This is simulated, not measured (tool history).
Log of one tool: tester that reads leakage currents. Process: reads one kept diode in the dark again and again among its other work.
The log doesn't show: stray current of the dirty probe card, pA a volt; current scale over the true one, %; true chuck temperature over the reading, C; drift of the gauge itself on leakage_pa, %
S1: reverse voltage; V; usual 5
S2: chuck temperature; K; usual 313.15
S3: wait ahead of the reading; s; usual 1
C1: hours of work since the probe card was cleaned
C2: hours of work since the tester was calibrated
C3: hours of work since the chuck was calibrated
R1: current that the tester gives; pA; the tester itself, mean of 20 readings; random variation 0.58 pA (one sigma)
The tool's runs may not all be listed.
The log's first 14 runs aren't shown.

Run 15, hour 2205.5: usual settings; C1 1116; C2 980; C3 381. Result: R1 177.41 pA.
Run 16, hour 2375.8: usual settings; C1 1187; C2 1051; C3 452. Result: R1 173.16 pA.
Run 17, hour 2565.3: usual settings; C1 1265; C2 1130; C3 531. Result: R1 171.1 pA.
At hour 2734.9: chuck's temperature calibrated.
Run 18, hour 2764.7: usual settings; C1 1348; C2 1212; C3 12. Result: R1 192.39 pA.
Run 19, hour 2900.7: usual settings but S2 324.15 K; C1 1404; C2 1269; C3 69. Result: R1 381.31 pA.
Run 20, hour 3020.9: usual settings but S2 324.15 K; C1 1454; C2 1319; C3 119. Result: R1 376.73 pA.
Run 21, hour 3167.1: usual settings but S1 2.44 V, S3 0.36 s; C1 1515; C2 1380; C3 180. Result: R1 130.9 pA.
Run 22, hour 3312.5: usual settings but S1 8.74 V, S2 299.15 K, S3 0.82 s; C1 1576; C2 1440; C3 240. Result: R1 95.88 pA.
Run 23, hour 3493.2: usual settings but S1 8.74 V, S2 299.15 K, S3 0.82 s; C1 1651; C2 1516; C3 316. Result: R1 92.87 pA.
Run 24, hour 3682.1: usual settings but S1 3.69 V, S2 305.15 K; C1 1729; C2 1594; C3 394. Result: R1 88.02 pA.
Run 25, hour 3831: usual settings but S2 316.15 K, S3 6.09 s; C1 1791; C2 1656; C3 456. Result: R1 209.51 pA.
Run 26, hour 3942.2: usual settings but S2 316.15 K, S3 6.09 s; C1 1838; C2 1702; C3 502. Result: R1 205.67 pA.
Run 27, hour 4055.9: usual settings but S2 320.15 K, S3 6.09 s; C1 1885; C2 1750; C3 550. Result: R1 264.59 pA.
At hour 4175.1: chuck's temperature calibrated.
Run 28, hour 4180.8: usual settings but S3 2.74 s; C1 1936; C2 1801; C3 2. Result: R1 190.91 pA.
Run 29, hour 4332.5: usual settings but S3 2.74 s; C1 1999; C2 1864; C3 65. Result: R1 188.38 pA.
Run 30, hour 4541.8: usual settings but S1 7.67 V, S2 296.15 K, S3 0.6 s; C1 2086; C2 1951; C3 153. Result: R1 75.55 pA.
Run 31, hour 4725.6: usual settings but S2 320.15 K; C1 2163; C2 2028; C3 229. Result: R1 284.93 pA.
Run 32, hour 4830.2: usual settings but S2 320.15 K; C1 2206; C2 2071; C3 273. Result: R1 281.49 pA.
Run 33, hour 5011.7: usual settings but S2 301.15 K, S3 2.73 s; C1 2282; C2 2147; C3 348. Result: R1 77.59 pA.
Run 34, hour 5155: usual settings but S1 10.61 V, S2 295.15 K, S3 1.48 s; C1 2342; C2 2206; C3 408. Result: R1 76.19 pA.
Run 35, hour 5366: usual settings but S1 10.61 V, S2 295.15 K, S3 1.48 s; C1 2429; C2 2294; C3 496. Result: R1 74.47 pA.
Run 36, hour 5466.5: usual settings but S1 1.18 V, S2 305.15 K, S3 0.47 s; C1 2471; C2 2336; C3 537. Result: R1 47.88 pA.
At hour 5614.7: chuck's temperature calibrated.
Run 37, hour 5614.7: usual settings but S1 1.18 V, S2 305.15 K, S3 0.47 s; C1 2532; C2 2397; C3 0. Result: R1 54.68 pA.
Run 38, hour 5802.8: usual settings but S1 4.89 V, S2 306.15 K, S3 1.72 s; C1 2610; C2 2475; C3 78. Result: R1 115.61 pA.
Run 39, hour 5963.4: usual settings but S1 4.89 V, S2 331.15 K, S3 6.92 s; C1 2677; C2 2542; C3 145. Result: R1 552.73 pA.

3 ways to go on from here, each from the tool as it stands after run 39. What would each give?
Run A, hour 6147.1: usual settings but S1 9.95 V, S2 293.15 K, S3 1.18 s; C1 2754; C2 2618; C3 222. Result: R1 ?.
Run B, hour 6147.1: usual settings but S1 4.89 V, S2 312.15 K, S3 0.41 s; C1 2754; C2 2618; C3 222. Result: R1 ?.
Run C, hour 6147.1: usual settings but S3 1.48 s; C1 2754; C2 2618; C3 222. Result: R1 ?.

run      R1
  A   68.03
  B   169.9
  C  179.63
Without the tool's hidden state the same runs would have given:
run      R1
  A   67.88
  B  180.62
  C   191.2
